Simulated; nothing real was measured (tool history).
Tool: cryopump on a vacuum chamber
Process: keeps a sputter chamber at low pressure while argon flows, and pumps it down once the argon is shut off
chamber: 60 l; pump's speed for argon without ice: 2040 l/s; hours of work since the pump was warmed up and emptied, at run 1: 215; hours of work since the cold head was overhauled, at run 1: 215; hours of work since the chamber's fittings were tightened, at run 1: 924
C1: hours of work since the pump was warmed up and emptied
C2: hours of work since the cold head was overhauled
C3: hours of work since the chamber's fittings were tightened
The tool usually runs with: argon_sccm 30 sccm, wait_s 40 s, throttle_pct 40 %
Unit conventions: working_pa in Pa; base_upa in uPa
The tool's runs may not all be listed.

{"run": 1, "day": 0.0, "argon_sccm": 30, "wait_s": 40, "throttle_pct": 40, "C1": 215, "C2": 215, "C3": 924, "working_pa": 0.0668, "base_upa": 2}
{"run": 2, "day": 0.667, "argon_sccm": 30, "wait_s": 40, "throttle_pct": 40, "C1": 225, "C2": 225, "C3": 934, "working_pa": 0.0651, "base_upa": 2.06}
{"run": 3, "day": 1.562, "argon_sccm": 30, "wait_s": 40, "throttle_pct": 40, "C1": 239, "C2": 239, "C3": 948, "working_pa": 0.0662, "base_upa": 2.03}
{"run": 4, "day": 2.412, "argon_sccm": 30, "wait_s": 40, "throttle_pct": 40, "C1": 252, "C2": 252, "C3": 961, "working_pa": 0.0666, "base_upa": 2.1}
{"run": 5, "day": 3.721, "argon_sccm": 15, "wait_s": 40, "throttle_pct": 40, "C1": 272, "C2": 272, "C3": 981, "working_pa": 0.0344, "base_upa": 2.09}
{"run": 6, "day": 4.388, "argon_sccm": 30, "wait_s": 40, "throttle_pct": 40, "C1": 282, "C2": 282, "C3": 991, "working_pa": 0.0669, "base_upa": 2.1}
{"run": 7, "day": 5.233, "argon_sccm": 30, "wait_s": 271, "throttle_pct": 40, "C1": 295, "C2": 295, "C3": 1004, "working_pa": 0.067, "base_upa": 1.12}
{"run": 8, "day": 6.1, "argon_sccm": 30, "wait_s": 271, "throttle_pct": 40, "C1": 308, "C2": 308, "C3": 1017, "working_pa": 0.0673, "base_upa": 1.14}
{"run": 9, "day": 7.417, "argon_sccm": 25, "wait_s": 271, "throttle_pct": 40, "C1": 328, "C2": 328, "C3": 1037, "working_pa": 0.0558, "base_upa": 1.22}
{"run": 10, "day": 8.075, "argon_sccm": 25, "wait_s": 271, "throttle_pct": 40, "C1": 338, "C2": 338, "C3": 1047, "working_pa": 0.0555, "base_upa": 1.2}
{"run": 11, "day": 9.388, "argon_sccm": 25, "wait_s": 271, "throttle_pct": 40, "C1": 358, "C2": 358, "C3": 1067, "working_pa": 0.0562, "base_upa": 1.16}
{"day": 10.879, "done": "pump warmed up, emptied and cooled again"}
{"run": 12, "day": 11.079, "argon_sccm": 30, "wait_s": 40, "throttle_pct": 23, "C1": 3, "C2": 380, "C3": 1089, "working_pa": 0.1081, "base_upa": 2}
{"run": 13, "day": 12.012, "argon_sccm": 30, "wait_s": 40, "throttle_pct": 23, "C1": 17, "C2": 395, "C3": 1104, "working_pa": 0.1088, "base_upa": 2.02}
{"run": 14, "day": 13.412, "argon_sccm": 30, "wait_s": 40, "throttle_pct": 23, "C1": 39, "C2": 416, "C3": 1125, "working_pa": 0.1083, "base_upa": 2.06}
{"run": 15, "day": 14.867, "argon_sccm": 30, "wait_s": 40, "throttle_pct": 23, "C1": 61, "C2": 438, "C3": 1147, "working_pa": 0.1092, "base_upa": 2.1}
{"run": 16, "day": 15.617, "argon_sccm": 16, "wait_s": 22, "throttle_pct": 18, "C1": 72, "C2": 450, "C3": 1158, "working_pa": 0.0742, "base_upa": 3.07}
{"run": 17, "day": 17.021, "argon_sccm": 51, "wait_s": 35, "throttle_pct": 57, "C1": 93, "C2": 471, "C3": 1180, "working_pa": 0.0762, "base_upa": 2.38}
{"run": 18, "day": 18.242, "argon_sccm": 30, "wait_s": 40, "throttle_pct": 30, "C1": 112, "C2": 489, "C3": 1198, "working_pa": 0.0848, "base_upa": 2.21}
{"run": 19, "day": 19.154, "argon_sccm": 53, "wait_s": 40, "throttle_pct": 24, "C1": 126, "C2": 503, "C3": 1212, "working_pa": 0.1862, "base_upa": 2.11}
{"run": 20, "day": 19.879, "argon_sccm": 14, "wait_s": 67, "throttle_pct": 47, "C1": 137, "C2": 514, "C3": 1223, "working_pa": 0.0261, "base_upa": 1.75}
{"run": 21, "day": 20.817, "argon_sccm": 56, "wait_s": 143, "throttle_pct": 37, "C1": 151, "C2": 529, "C3": 1238, "working_pa": 0.1295, "base_upa": 1.39}
{"run": 22, "day": 21.879, "argon_sccm": 56, "wait_s": 143, "throttle_pct": 37, "C1": 167, "C2": 545, "C3": 1254, "working_pa": 0.1297, "base_upa": 1.34}
{"run": 23, "day": 22.958, "argon_sccm": 20, "wait_s": 68, "throttle_pct": 32, "C1": 184, "C2": 561, "C3": 1270, "working_pa": 0.0541, "base_upa": 1.74}
{"run": 24, "day": 23.608, "argon_sccm": 20, "wait_s": 68, "throttle_pct": 32, "C1": 194, "C2": 571, "C3": 1280, "working_pa": 0.0538, "base_upa": 1.83}
{"run": 25, "day": 24.479, "argon_sccm": 55, "wait_s": 79, "throttle_pct": 32, "C1": 207, "C2": 584, "C3": 1293, "working_pa": 0.148, "base_upa": 1.69}
{"run": 26, "day": 25.717, "argon_sccm": 55, "wait_s": 79, "throttle_pct": 32, "C1": 226, "C2": 603, "C3": 1312, "working_pa": 0.1483, "base_upa": 1.75}
{"run": 27, "day": 26.912, "argon_sccm": 55, "wait_s": 40, "throttle_pct": 40, "C1": 244, "C2": 621, "C3": 1330, "working_pa": 0.1204, "base_upa": 2.34}
{"run": 28, "day": 27.983, "argon_sccm": 55, "wait_s": 40, "throttle_pct": 59, "C1": 260, "C2": 638, "C3": 1347, "working_pa": 0.0858, "base_upa": 2.34}
{"run": 29, "day": 29.433, "argon_sccm": 27, "wait_s": 163, "throttle_pct": 17, "C1": 282, "C2": 660, "C3": 1369, "working_pa": 0.1358, "base_upa": 1.52}
{"run": 30, "day": 30.171, "argon_sccm": 34, "wait_s": 163, "throttle_pct": 22, "C1": 294, "C2": 671, "C3": 1380, "working_pa": 0.1337, "base_upa": 1.51}

Subtracting, for every run, the result it would have given without the tool's unlogged condition from the measured result gives the following. The same run-to-run variation enters both numbers; the gauge's scatter may not:
What the log doesn't record here: pump's speed, % of a pump's without ice; cold plate's temperature, K; leak into the chamber, uPa l/s; drift of the gauge itself on working_pa, %; drift of the gauge itself on base_upa, %.
run=1 working_pa=+0.0034 base_upa=+0.68
run=2 working_pa=+0.0036 base_upa=+0.69
run=3 working_pa=+0.0039 base_upa=+0.72
run=4 working_pa=+0.0041 base_upa=+0.75
run=5 working_pa=+0.0023 base_upa=+0.75
run=6 working_pa=+0.0046 base_upa=+0.77
run=7 working_pa=+0.0049 base_upa=+0.79
run=8 working_pa=+0.0052 base_upa=+0.81
run=9 working_pa=+0.0046 base_upa=+0.84
run=10 working_pa=+0.0048 base_upa=+0.85
run=11 working_pa=+0.0051 base_upa=+0.87
run=12 working_pa=+0.0003 base_upa=+0.69
run=13 working_pa=+0.0005 base_upa=+0.7
run=14 working_pa=+0.0008 base_upa=+0.73
run=15 working_pa=+0.0011 base_upa=+0.77
run=16 working_pa=+0.0006 base_upa=+0.78
run=17 working_pa=+0.0026 base_upa=+0.82
run=18 working_pa=+0.0018 base_upa=+0.85
run=19 working_pa=+0.0035 base_upa=+0.82
run=20 working_pa=+0.001 base_upa=+0.86
run=21 working_pa=+0.0043 base_upa=+0.89
run=22 working_pa=+0.0048 base_upa=+0.89
run=23 working_pa=+0.0019 base_upa=+0.92
run=24 working_pa=+0.002 base_upa=+0.95
run=25 working_pa=+0.006 base_upa=+0.95
run=26 working_pa=+0.0066 base_upa=+1
run=27 working_pa=+0.007 base_upa=+1.01
run=28 working_pa=+0.0076 base_upa=+1.02
run=29 working_pa=+0.004 base_upa=+1.08
run=30 working_pa=+0.0054 base_upa=+1.07
